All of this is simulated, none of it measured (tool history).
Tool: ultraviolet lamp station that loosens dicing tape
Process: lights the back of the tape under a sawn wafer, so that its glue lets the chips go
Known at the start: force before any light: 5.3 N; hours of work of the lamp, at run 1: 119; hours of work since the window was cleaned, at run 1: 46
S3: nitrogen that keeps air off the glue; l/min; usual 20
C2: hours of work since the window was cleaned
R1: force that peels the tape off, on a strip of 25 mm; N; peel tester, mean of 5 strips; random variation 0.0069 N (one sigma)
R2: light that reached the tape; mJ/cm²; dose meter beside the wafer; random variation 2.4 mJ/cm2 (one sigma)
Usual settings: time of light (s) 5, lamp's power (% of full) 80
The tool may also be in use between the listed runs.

run 1 hour=0 | time_of_light_(s)=5 lamp's_power_(%_of_full)=80 S3=20 | hours_of_work_of_the_lamp=119 C2=46 | R1=0.283 R2=260
run 2 hour=52 | time_of_light_(s)=5 lamp's_power_(%_of_full)=80 S3=20 | hours_of_work_of_the_lamp=155 C2=82 | R1=0.297 R2=250
run 3 hour=119.6 | time_of_light_(s)=10 lamp's_power_(%_of_full)=80 S3=20 | hours_of_work_of_the_lamp=202 C2=129 | R1=0.111 R2=481
run 4 hour=192.1 | time_of_light_(s)=10 lamp's_power_(%_of_full)=80 S3=20 | hours_of_work_of_the_lamp=252 C2=179 | R1=0.107 R2=463
run 5 hour=260.4 | time_of_light_(s)=5 lamp's_power_(%_of_full)=80 S3=20 | hours_of_work_of_the_lamp=299 C2=226 | R1=0.407 R2=221
run 6 hour=312.6 | time_of_light_(s)=5 lamp's_power_(%_of_full)=80 S3=20 | hours_of_work_of_the_lamp=335 C2=262 | R1=0.408 R2=212
-- hour=358.7 window cleaned of glue's vapour
run 7 hour=382.1 | time_of_light_(s)=5 lamp's_power_(%_of_full)=80 S3=20 | hours_of_work_of_the_lamp=383 C2=16 | R1=0.342 R2=232
run 8 hour=465.2 | time_of_light_(s)=5 lamp's_power_(%_of_full)=80 S3=17 | hours_of_work_of_the_lamp=440 C2=74 | R1=0.44 R2=220
run 9 hour=509.1 | time_of_light_(s)=4 lamp's_power_(%_of_full)=80 S3=20 | hours_of_work_of_the_lamp=471 C2=104 | R1=0.654 R2=173
run 10 hour=573.7 | time_of_light_(s)=4 lamp's_power_(%_of_full)=80 S3=20 | hours_of_work_of_the_lamp=515 C2=149 | R1=0.723 R2=167
run 11 hour=641.4 | time_of_light_(s)=4 lamp's_power_(%_of_full)=80 S3=20 | hours_of_work_of_the_lamp=562 C2=196 | R1=0.78 R2=162
run 12 hour=690.3 | time_of_light_(s)=4 lamp's_power_(%_of_full)=80 S3=20 | hours_of_work_of_the_lamp=596 C2=229 | R1=0.811 R2=156
run 13 hour=751.4 | time_of_light_(s)=5 lamp's_power_(%_of_full)=80 S3=20 | hours_of_work_of_the_lamp=638 C2=272 | R1=0.578 R2=181
-- hour=787 window cleaned of glue's vapour
run 14 hour=820.4 | time_of_light_(s)=9 lamp's_power_(%_of_full)=80 S3=24 | hours_of_work_of_the_lamp=686 C2=23 | R1=0.131 R2=359
run 15 hour=886.9 | time_of_light_(s)=3 lamp's_power_(%_of_full)=64 S3=35 | hours_of_work_of_the_lamp=732 C2=69 | R1=1.436 R2=88
run 16 hour=938 | time_of_light_(s)=5 lamp's_power_(%_of_full)=69 S3=20 | hours_of_work_of_the_lamp=767 C2=104 | R1=0.775 R2=157
run 17 hour=995.6 | time_of_light_(s)=5 lamp's_power_(%_of_full)=69 S3=31 | hours_of_work_of_the_lamp=807 C2=144 | R1=0.682 R2=149
run 18 hour=1037.5 | time_of_light_(s)=4 lamp's_power_(%_of_full)=83 S3=20 | hours_of_work_of_the_lamp=836 C2=173 | R1=0.909 R2=141
run 19 hour=1112.3 | time_of_light_(s)=5 lamp's_power_(%_of_full)=80 S3=20 | hours_of_work_of_the_lamp=888 C2=225 | R1=0.762 R2=163
run 20 hour=1153.9 | time_of_light_(s)=5 lamp's_power_(%_of_full)=79 S3=14 | hours_of_work_of_the_lamp=917 C2=254 | R1=0.948 R2=158
run 21 hour=1188.9 | time_of_light_(s)=5 lamp's_power_(%_of_full)=79 S3=14 | hours_of_work_of_the_lamp=941 C2=278 | R1=0.977 R2=153
-- hour=1213.8 window cleaned of glue's vapour
run 22 hour=1268.9 | time_of_light_(s)=5 lamp's_power_(%_of_full)=79 S3=29 | hours_of_work_of_the_lamp=996 C2=38 | R1=0.644 R2=157
-- hour=1329.5 lamp changed
run 23 hour=1340.7 | time_of_light_(s)=5 lamp's_power_(%_of_full)=79 S3=29 | hours_of_work_of_the_lamp=8 C2=87 | R1=0.236 R2=263

Run 24 comes next. What will it give?
run 24 hour=1401.6 | time_of_light_(s)=5 lamp's_power_(%_of_full)=80 S3=29 | hours_of_work_of_the_lamp=50 C2=129 | R1=? R2=?

{"run 24": {"R1": 0.222, "R2": 257}}
Without the tool's hidden state the same run would have given R1 0.184 N, R2 280 mJ/cm².

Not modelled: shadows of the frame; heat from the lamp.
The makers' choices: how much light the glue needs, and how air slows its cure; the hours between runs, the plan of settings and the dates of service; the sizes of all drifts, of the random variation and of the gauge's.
